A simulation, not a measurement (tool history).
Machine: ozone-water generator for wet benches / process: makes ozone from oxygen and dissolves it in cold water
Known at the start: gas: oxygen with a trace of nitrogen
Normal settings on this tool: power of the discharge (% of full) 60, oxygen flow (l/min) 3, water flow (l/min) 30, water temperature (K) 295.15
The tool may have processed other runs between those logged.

| run | hour | power of the discharge (% of full) | oxygen flow (l/min) | water flow (l/min) | water temperature (K) | dissolved ozone (ppm) | ozone in the gas ahead of the water (g/m3) |
|---|---|---|---|---|---|---|---|
| 1 | 0 | 60 | 3 | 30 | 295.15 | 10.1 | 229.8 |
| 2 | 90.7 | 60 | 3 | 28 | 295.15 | 11.1 | 228.1 |
| 3 | 171.8 | 60 | 3 | 30 | 295.15 | 10.1 | 230.4 |
| 4 | 260.9 | 60 | 3 | 30 | 295.15 | 10.1 | 229.5 |
| 5 | 403.5 | 60 | 3 | 28 | 295.15 | 11 | 227.3 |
| 6 | 469.6 | 60 | 3 | 28 | 295.15 | 10.9 | 228 |
| 7 | 567.4 | 60 | 3 | 28 | 295.15 | 10.9 | 228.3 |
| 8 | 684.4 | 60 | 3 | 28 | 295.15 | 10.7 | 229.2 |
|  | 703.2 | water thermometer calibrated |
| 9 | 818.8 | 60 | 3 | 30 | 295.15 | 10 | 227.3 |
| 10 | 951.8 | 60 | 3 | 30 | 295.15 | 10 | 228 |
| 11 | 1037.1 | 60 | 3 | 30 | 295.15 | 10.1 | 227.3 |
| 12 | 1166 | 60 | 3 | 30 | 295.15 | 10 | 226.2 |
| 13 | 1313.5 | 60 | 3 | 30 | 295.15 | 10 | 226.1 |
| 14 | 1423.1 | 90 | 3 | 30 | 295.15 | 14.7 | 328.9 |
| 15 | 1578.3 | 90 | 3 | 30 | 295.15 | 14.5 | 328.4 |
| 16 | 1725.9 | 90 | 3 | 30 | 295.15 | 14.6 | 330.7 |
| 17 | 1806.9 | 51 | 3 | 30 | 295.15 | 8.6 | 194.4 |
| 18 | 1888.1 | 60 | 1.79 | 29 | 295.15 | 8.7 | 288.3 |
|  | 1898.6 | contactor cleaned |
| 19 | 2003.4 | 60 | 1.79 | 29 | 295.15 | 8.6 | 283.9 |
| 20 | 2094.9 | 68 | 1.79 | 21 | 296.15 | 13.5 | 319.4 |
|  | 2199.7 | contactor cleaned, once more |
| 21 | 2235.7 | 68 | 1.79 | 21 | 296.15 | 14.1 | 320.3 |
| 22 | 2341.3 | 68 | 1.79 | 21 | 296.15 | 14.1 | 316.9 |
| 23 | 2452.8 | 60 | 3 | 26 | 295.15 | 11.8 | 223.2 |
| 24 | 2573 | 60 | 3 | 26 | 295.15 | 11.6 | 222.6 |
| 25 | 2674.9 | 60 | 3 | 26 | 295.15 | 11.5 | 224.3 |
| 26 | 2770.3 | 60 | 1.52 | 42 | 295.15 | 5.6 | 307.4 |
| 27 | 2891.5 | 60 | 3 | 22 | 292.15 | 14.2 | 221.8 |
| 28 | 3036 | 60 | 5.02 | 22 | 291.15 | 15.5 | 174.9 |
| 29 | 3127.1 | 60 | 5.02 | 22 | 291.15 | 15.7 | 173 |
| 30 | 3265.4 | 45 | 5.02 | 22 | 291.15 | 11.8 | 135.5 |
| 31 | 3363.5 | 60 | 3 | 38 | 289.15 | 8.1 | 220.2 |
| 32 | 3517.1 | 93 | 5.2 | 41 | 301.15 | 11.4 | 252.6 |
| 33 | 3583.2 | 43 | 3.72 | 29 | 288.15 | 8.6 | 146.9 |
| 34 | 3681.4 | 47 | 3.72 | 29 | 295.15 | 8.7 | 160.8 |

How would selected steps in dissolved ozone (ppm) from run to run divide? Give the signed amount a tool lacking its hidden state would still show from settings, what came in and random variation, and the signed amount left for the hidden state, including any gauge scatter that is not in both of the compared results.
Unlogged tool condition in this case: yield of the discharge, % of new electrodes'; contactor's efficiency, % of a clean one's; true water temperature over the reading, C; drift of the gauge itself on ozone_ppm, %; drift of the gauge itself on gas_g_m3, %.
Run 16 -> 17: power of the discharge (% of full) 90 -> 51. dissolved ozone (ppm) -6: hidden state +0.5, all else -6.5.
Run 20 -> 21: contactor cleaned, once more. dissolved ozone (ppm) +0.6: hidden state +0.5, all else +0.1.
Run 25 -> 26: oxygen flow (l/min) 3 -> 1.52, water flow (l/min) 26 -> 42. dissolved ozone (ppm) -5.9: hidden state +0.3, all else -6.2.
Run 26 -> 27: oxygen flow (l/min) 1.52 -> 3, water flow (l/min) 42 -> 22, water temperature (K) 295.15 -> 292.15. dissolved ozone (ppm) +8.6: hidden state -0.4, all else +9.
Run 32 -> 33: power of the discharge (% of full) 93 -> 43, oxygen flow (l/min) 5.2 -> 3.72, water flow (l/min) 41 -> 29, water temperature (K) 301.15 -> 288.15. dissolved ozone (ppm) -2.8: hidden state +0.6, all else -3.4.
